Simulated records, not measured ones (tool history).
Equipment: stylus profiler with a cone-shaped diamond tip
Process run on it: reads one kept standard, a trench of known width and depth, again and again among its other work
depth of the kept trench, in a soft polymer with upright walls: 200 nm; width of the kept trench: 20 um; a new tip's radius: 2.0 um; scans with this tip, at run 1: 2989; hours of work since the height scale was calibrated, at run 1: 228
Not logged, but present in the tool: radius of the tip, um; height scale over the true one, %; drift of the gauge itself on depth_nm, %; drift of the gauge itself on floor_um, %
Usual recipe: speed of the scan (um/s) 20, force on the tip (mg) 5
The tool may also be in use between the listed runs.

run	day	speed of the scan (um/s)	force on the tip (mg)	scans with this tip	hours of work since the height scale was calibrated	depth of the trench (nm)	width of the trench's floor (nm)
1	0	20	5	2989	228	204.55	18180
2	0.346	20	5	3051	233	204.67	18210
3	0.838	20	5	3139	239	204.4	18200
4	1.183	20	2.51	3202	244	202.88	18220
5	1.529	20	2.51	3264	249	202.83	18180
6	1.862	20	2.51	3324	253	202.82	18210
7	2.471	20	12.06	3433	262	208.18	18230
8	3.017	20	12.06	3531	269	208.28	18220
9	3.725	20	12.06	3659	279	208.15	18250
10	4.454	20	12.06	3790	289	208.41	18210
11	4.933	20	12.06	3876	295	208.27	18220
12	5.5	20	12.06	3978	303	208.21	18220
13	5.908	20	5	4051	309	204.62	18230
14	6.204	20	5	4104	313	204.48	18180
15	6.808	20	5	4213	321	204.55	18190
16	7.158	19	5	4276	326	204.64	18190
17	7.558	19	5	4347	331	204.46	18170
18	8.246	19	5	4471	341	204.56	18230
19	8.604	6	5	4535	346	204.39	18290
20	8.908	20	5	4590	350	204.58	18180
21	9.492	20	5	4695	358	204.58	18210
22	10.158	20	11.17	4815	367	207.83	18220
23	10.479	20	12.18	4873	371	208.34	18160
24	10.992	20	13.08	4965	378	208.76	18220
25	11.388	68	11.16	5036	384	207.71	18120
26	12.096	13	2.5	5164	394	202.85	18250
27	12.467	5	10.19	5230	399	207.32	18310
28	12.938	14	13.85	5315	405	209.01	18200
29	13.258	46	8.35	5372	410	206.32	18150
30	13.754	14	4.88	5461	416	204.59	18200
31	14.371	5	4.73	5572	425	204.38	18190
32	15.083	5	4.73	5700	435	204.46	18190
33	15.792	12	2.07	5828	444	202.39	18150
34	16.383	12	2.07	5934	452	202.45	18220
35	16.754	45	7.85	6001	457	206.11	18170
36	17.417	6	4.89	6120	466	204.45	18220
37	18.029	16	2.96	6230	475	203.1	18220
38	18.4	11	6.84	6297	480	205.68	18250
39	19.062	11	8.42	6416	489	206.47	18260
40	19.517	11	8.42	6498	495	206.46	18230
41	19.912	40	1.97	6569	501	202.59	18110
42	20.525	52	5	6678	509	204.64	18220
43	20.817	33	6.51	6731	513	205.26	18170
44	21.179	33	6.51	6796	518	205.55	18170
45	21.692	8	2.14	6888	525	202.49	18210
46	22.383	25	5	7012	535	204.4	18180

What if the next run were any one of these 5? Each begins from the tool's condition after run 46:
A	22.721	13	4.02	7073	539	?	?
B	22.721	43	8.61	7073	539	?	?
C	22.721	25	11.04	7073	539	?	?
D	22.721	22	13.75	7073	539	?	?
E	22.721	68	11.64	7073	539	?	?

run	depth of the trench (nm)	width of the trench's floor (nm)
A	203.96	18200
B	206.44	18150
C	207.54	18270
D	208.88	18210
E	208.19	18100
The same runs, with their run-to-run variation unchanged, on a tool lacking any hidden condition would have given:
run	depth of the trench (nm)	width of the trench's floor (nm)
A	203.97	18220
B	206.45	18170
C	207.54	18290
D	208.89	18230
E	208.2	18110

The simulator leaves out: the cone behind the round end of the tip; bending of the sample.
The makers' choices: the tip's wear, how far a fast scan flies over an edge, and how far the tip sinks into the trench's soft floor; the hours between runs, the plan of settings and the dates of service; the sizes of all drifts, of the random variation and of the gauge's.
